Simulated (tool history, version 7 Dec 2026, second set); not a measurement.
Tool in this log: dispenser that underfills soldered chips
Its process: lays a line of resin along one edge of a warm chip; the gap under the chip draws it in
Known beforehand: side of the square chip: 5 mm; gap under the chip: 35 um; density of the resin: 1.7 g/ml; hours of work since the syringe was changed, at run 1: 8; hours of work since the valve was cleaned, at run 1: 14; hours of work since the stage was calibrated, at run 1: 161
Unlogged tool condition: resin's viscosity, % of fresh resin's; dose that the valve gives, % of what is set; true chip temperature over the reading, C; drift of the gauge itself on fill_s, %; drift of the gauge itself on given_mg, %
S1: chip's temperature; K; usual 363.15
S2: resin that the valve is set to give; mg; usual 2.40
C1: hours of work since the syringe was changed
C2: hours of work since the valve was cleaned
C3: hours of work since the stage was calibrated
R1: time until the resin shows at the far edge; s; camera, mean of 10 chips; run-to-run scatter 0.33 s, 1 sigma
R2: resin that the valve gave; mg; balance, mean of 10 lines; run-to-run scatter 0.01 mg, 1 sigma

run 1 hour=0.0 | S1=363.15 S2=2.40 | C1=8 C2=14 C3=161 | R1=19.1 R2=2.37
-- hour=1.1 new syringe of resin
run 2 hour=4.1 | S1=363.15 S2=2.40 | C1=2 C2=16 C3=163 | R1=14.2 R2=2.36
run 3 hour=6.7 | S1=363.15 S2=2.92 | C1=4 C2=18 C3=165 | R1=15.4 R2=2.88
run 4 hour=10.5 | S1=363.15 S2=2.92 | C1=6 C2=20 C3=167 | R1=17.3 R2=2.86
-- hour=14.7 new syringe of resin
run 5 hour=16.3 | S1=363.15 S2=2.92 | C1=1 C2=24 C3=171 | R1=13.7 R2=2.84
run 6 hour=22.4 | S1=363.15 S2=2.92 | C1=5 C2=28 C3=174 | R1=16.4 R2=2.85
run 7 hour=25.4 | S1=363.15 S2=2.40 | C1=7 C2=29 C3=176 | R1=18.3 R2=2.32
-- hour=28.0 new syringe of resin
run 8 hour=32.2 | S1=363.15 S2=2.40 | C1=3 C2=33 C3=180 | R1=15.1 R2=2.30
run 9 hour=35.1 | S1=363.15 S2=2.40 | C1=4 C2=35 C3=182 | R1=16.7 R2=2.32
run 10 hour=38.4 | S1=363.15 S2=2.40 | C1=7 C2=37 C3=184 | R1=18.3 R2=2.31
-- hour=41.6 new syringe of resin
run 11 hour=43.2 | S1=363.15 S2=2.40 | C1=1 C2=40 C3=187 | R1=13.6 R2=2.30
run 12 hour=49.6 | S1=363.15 S2=2.06 | C1=5 C2=44 C3=191 | R1=17.7 R2=1.96
run 13 hour=53.3 | S1=363.15 S2=2.06 | C1=7 C2=46 C3=193 | R1=19.9 R2=1.98
-- hour=55.0 new syringe of resin
run 14 hour=58.8 | S1=363.15 S2=2.40 | C1=2 C2=50 C3=197 | R1=15.1 R2=2.29
run 15 hour=63.7 | S1=363.15 S2=2.40 | C1=5 C2=53 C3=200 | R1=17.0 R2=2.26
run 16 hour=67.6 | S1=363.15 S2=2.40 | C1=8 C2=55 C3=202 | R1=19.9 R2=2.29
-- hour=68.8 new syringe of resin
run 17 hour=72.0 | S1=363.15 S2=2.40 | C1=2 C2=58 C3=205 | R1=14.1 R2=2.27
run 18 hour=78.4 | S1=363.15 S2=2.40 | C1=6 C2=62 C3=209 | R1=18.1 R2=2.27
run 19 hour=81.4 | S1=363.15 S2=2.40 | C1=8 C2=64 C3=211 | R1=19.3 R2=2.25
-- hour=82.4 new syringe of resin
run 20 hour=87.4 | S1=368.15 S2=2.70 | C1=3 C2=67 C3=214 | R1=11.7 R2=2.51
run 21 hour=91.5 | S1=363.15 S2=2.54 | C1=6 C2=70 C3=217 | R1=17.0 R2=2.37
-- hour=95.9 new syringe of resin
run 22 hour=98.3 | S1=363.15 S2=3.05 | C1=1 C2=74 C3=221 | R1=13.4 R2=2.82
run 23 hour=101.7 | S1=373.15 S2=3.00 | C1=4 C2=76 C3=223 | R1=10.3 R2=2.80
run 24 hour=105.6 | S1=353.15 S2=2.16 | C1=6 C2=78 C3=225 | R1=27.4 R2=1.98
-- hour=107.1 dispensing valve cleaned and set on the balance
-- hour=110.5 new syringe of resin
run 25 hour=112.2 | S1=353.15 S2=2.16 | C1=1 C2=3 C3=229 | R1=21.3 R2=2.17
run 26 hour=114.9 | S1=365.15 S2=2.53 | C1=3 C2=5 C3=230 | R1=13.9 R2=2.53
run 27 hour=119.0 | S1=365.15 S2=2.05 | C1=5 C2=7 C3=233 | R1=15.8 R2=2.03
run 28 hour=122.7 | S1=365.15 S2=2.05 | C1=8 C2=10 C3=235 | R1=17.9 R2=2.03
-- hour=124.1 new syringe of resin
run 29 hour=127.1 | S1=359.15 S2=2.58 | C1=2 C2=12 C3=238 | R1=16.5 R2=2.56
run 30 hour=133.7 | S1=374.15 S2=2.45 | C1=6 C2=16 C3=242 | R1=10.6 R2=2.41
-- hour=137.7 new syringe of resin
run 31 hour=137.7 | S1=374.15 S2=2.45 | C1=0 C2=19 C3=244 | R1=7.8 R2=2.42
run 32 hour=143.5 | S1=374.15 S2=2.45 | C1=4 C2=22 C3=248 | R1=9.3 R2=2.39
run 33 hour=149.6 | S1=374.15 S2=2.45 | C1=7 C2=26 C3=252 | R1=11.6 R2=2.41
-- hour=151.2 new syringe of resin
run 34 hour=153.7 | S1=374.15 S2=2.45 | C1=2 C2=28 C3=254 | R1=8.9 R2=2.37
run 35 hour=159.8 | S1=374.15 S2=2.45 | C1=5 C2=32 C3=258 | R1=11.6 R2=2.39
run 36 hour=162.9 | S1=349.15 S2=2.01 | C1=7 C2=34 C3=260 | R1=36.7 R2=1.94
-- hour=164.8 new syringe of resin
run 37 hour=169.4 | S1=352.15 S2=2.14 | C1=3 C2=38 C3=264 | R1=24.7 R2=2.06

Forecast each of these 3 alternatives for the next run:
run A hour=173.9 | S1=363.15 S2=2.85 | C1=6 C2=41 C3=266 | R1=? R2=?
run B hour=173.9 | S1=363.15 S2=2.67 | C1=6 C2=41 C3=266 | R1=? R2=?
run C hour=173.9 | S1=363.15 S2=2.42 | C1=6 C2=41 C3=266 | R1=? R2=?

run=A R1=17.4 R2=2.75
run=B R1=17.5 R2=2.58
run=C R1=17.1 R2=2.33
With the hidden condition removed and each run's random variation left untouched, the same runs would have given:
run=A R1=13.6 R2=2.85
run=B R1=13.6 R2=2.68
run=C R1=13.2 R2=2.43

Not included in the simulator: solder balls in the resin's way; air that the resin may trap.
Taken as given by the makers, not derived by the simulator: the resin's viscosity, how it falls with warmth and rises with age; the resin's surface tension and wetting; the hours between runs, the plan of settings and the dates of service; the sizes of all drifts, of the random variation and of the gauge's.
